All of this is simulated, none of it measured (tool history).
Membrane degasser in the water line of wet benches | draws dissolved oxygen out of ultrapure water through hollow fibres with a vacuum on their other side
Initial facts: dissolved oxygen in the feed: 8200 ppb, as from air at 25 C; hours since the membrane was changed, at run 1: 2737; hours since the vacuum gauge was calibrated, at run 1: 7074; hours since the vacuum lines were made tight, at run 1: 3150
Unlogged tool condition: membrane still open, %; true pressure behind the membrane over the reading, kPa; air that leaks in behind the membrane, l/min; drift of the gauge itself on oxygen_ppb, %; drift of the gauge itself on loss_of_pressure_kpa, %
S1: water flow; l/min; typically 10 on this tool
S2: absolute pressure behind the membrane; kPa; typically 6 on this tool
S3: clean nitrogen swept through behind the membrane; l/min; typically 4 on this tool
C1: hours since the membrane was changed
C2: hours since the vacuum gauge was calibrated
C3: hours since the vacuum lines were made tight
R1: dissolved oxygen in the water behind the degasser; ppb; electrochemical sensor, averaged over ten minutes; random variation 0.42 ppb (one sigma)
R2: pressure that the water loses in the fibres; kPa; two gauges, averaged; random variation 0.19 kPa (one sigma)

Run 1, hour 0: usual settings; C1 2737; C2 7074; C3 3150. Result: R1 32.2 ppb, R2 48.34 kPa.
Run 2, hour 116.8: usual settings but S1 7 l/min; C1 2854; C2 7191; C3 3267. Result: R1 15.6 ppb, R2 33.7 kPa.
Run 3, hour 264.5: usual settings; C1 3001; C2 7339; C3 3414. Result: R1 32.9 ppb, R2 48.48 kPa.
Run 4, hour 363: usual settings but S2 4.28 kPa; C1 3100; C2 7437; C3 3513. Result: R1 22.1 ppb, R2 48.44 kPa.
Run 5, hour 426.7: usual settings but S2 4.28 kPa; C1 3164; C2 7501; C3 3577. Result: R1 22.4 ppb, R2 48.82 kPa.
Run 6, hour 492.2: usual settings but S2 4.28 kPa; C1 3229; C2 7567; C3 3642. Result: R1 22.6 ppb, R2 48.4 kPa.
Run 7, hour 571.7: usual settings but S2 4.28 kPa; C1 3309; C2 7646; C3 3722. Result: R1 22.7 ppb, R2 48.48 kPa.
Run 8, hour 683.3: usual settings but S2 12.52 kPa; C1 3420; C2 7758; C3 3833. Result: R1 74 ppb, R2 48.46 kPa.
Run 9, hour 748.3: usual settings but S2 12.52 kPa; C1 3485; C2 7823; C3 3898. Result: R1 74.5 ppb, R2 48.38 kPa.
Run 10, hour 871.6: usual settings but S1 8 l/min; C1 3608; C2 7946; C3 4022. Result: R1 19.8 ppb, R2 38.92 kPa.
At hour 900.7: seals of the vacuum lines changed.
Run 11, hour 987.2: usual settings but S1 8 l/min; C1 3722; C2 8060; C3 86. Result: R1 18.6 ppb, R2 38.88 kPa.
Run 12, hour 1091.4: usual settings but S1 16 l/min; C1 3826; C2 8164; C3 191. Result: R1 138.9 ppb, R2 77.84 kPa.
Run 13, hour 1170.3: usual settings; C1 3905; C2 8243; C3 270. Result: R1 32.4 ppb, R2 48.57 kPa.
Run 14, hour 1236.9: usual settings; C1 3972; C2 8309; C3 336. Result: R1 33.8 ppb, R2 48.65 kPa.
Run 15, hour 1315.3: usual settings; C1 4050; C2 8388; C3 415. Result: R1 32.9 ppb, R2 48.67 kPa.
At hour 1391.3: vacuum gauge calibrated.
Run 16, hour 1421.6: usual settings; C1 4156; C2 30; C3 520. Result: R1 34.7 ppb, R2 48.82 kPa.
Run 17, hour 1487.6: usual settings but S1 12 l/min, S2 9.99 kPa, S3 2.34 l/min; C1 4222; C2 96; C3 586. Result: R1 122.3 ppb, R2 58.18 kPa.
Run 18, hour 1630: usual settings but S1 13 l/min, S3 9.25 l/min; C1 4364; C2 239; C3 729. Result: R1 60.3 ppb, R2 63.61 kPa.
At hour 1709: vacuum gauge calibrated, once more.
Run 19, hour 1754.6: usual settings but S1 13 l/min, S2 10.88 kPa, S3 9.25 l/min; C1 4488; C2 46; C3 853. Result: R1 74.3 ppb, R2 62.99 kPa.
Run 20, hour 1829.1: usual settings but S1 13 l/min, S2 10.88 kPa, S3 9.25 l/min; C1 4563; C2 120; C3 927. Result: R1 75.8 ppb, R2 63.75 kPa.
Run 21, hour 1944.2: usual settings but S1 12 l/min, S2 11.54 kPa, S3 2.39 l/min; C1 4678; C2 235; C3 1043. Result: R1 133.9 ppb, R2 58.53 kPa.
Run 22, hour 2049.2: usual settings but S1 12 l/min, S2 11.54 kPa, S3 2.39 l/min; C1 4783; C2 340; C3 1147. Result: R1 135.3 ppb, R2 58.87 kPa.
Run 23, hour 2137.5: usual settings but S1 12 l/min, S2 11.54 kPa, S3 2.39 l/min; C1 4871; C2 429; C3 1236. Result: R1 134.9 ppb, R2 59.05 kPa.
Run 24, hour 2290.5: usual settings but S1 12 l/min, S2 11.54 kPa, S3 2.39 l/min; C1 5024; C2 582; C3 1389. Result: R1 135.4 ppb, R2 58.83 kPa.
Run 25, hour 2400.1: usual settings but S1 12 l/min, S2 11.54 kPa, S3 2.39 l/min; C1 5134; C2 691; C3 1498. Result: R1 135.2 ppb, R2 58.43 kPa.
Run 26, hour 2506: usual settings but S1 12 l/min, S2 11.54 kPa, S3 2.39 l/min; C1 5240; C2 797; C3 1604. Result: R1 137 ppb, R2 58.86 kPa.
Run 27, hour 2633.9: usual settings but S1 8 l/min, S2 14.72 kPa; C1 5368; C2 925; C3 1732. Result: R1 61.6 ppb, R2 39.25 kPa.

What does the tool deliver on the next run?
Run 28, hour 2770: usual settings but S1 16 l/min, S2 3.62 kPa, S3 9.42 l/min; C1 5504; C2 1061; C3 1868. Result: R1 ?, R2 ?.

R1: 113.3 ppb
R2: 78.57 kPa
If the tool had no hidden condition, the same run with the same run-to-run variation would have returned R1 102.2 ppb, R2 76.69 kPa.

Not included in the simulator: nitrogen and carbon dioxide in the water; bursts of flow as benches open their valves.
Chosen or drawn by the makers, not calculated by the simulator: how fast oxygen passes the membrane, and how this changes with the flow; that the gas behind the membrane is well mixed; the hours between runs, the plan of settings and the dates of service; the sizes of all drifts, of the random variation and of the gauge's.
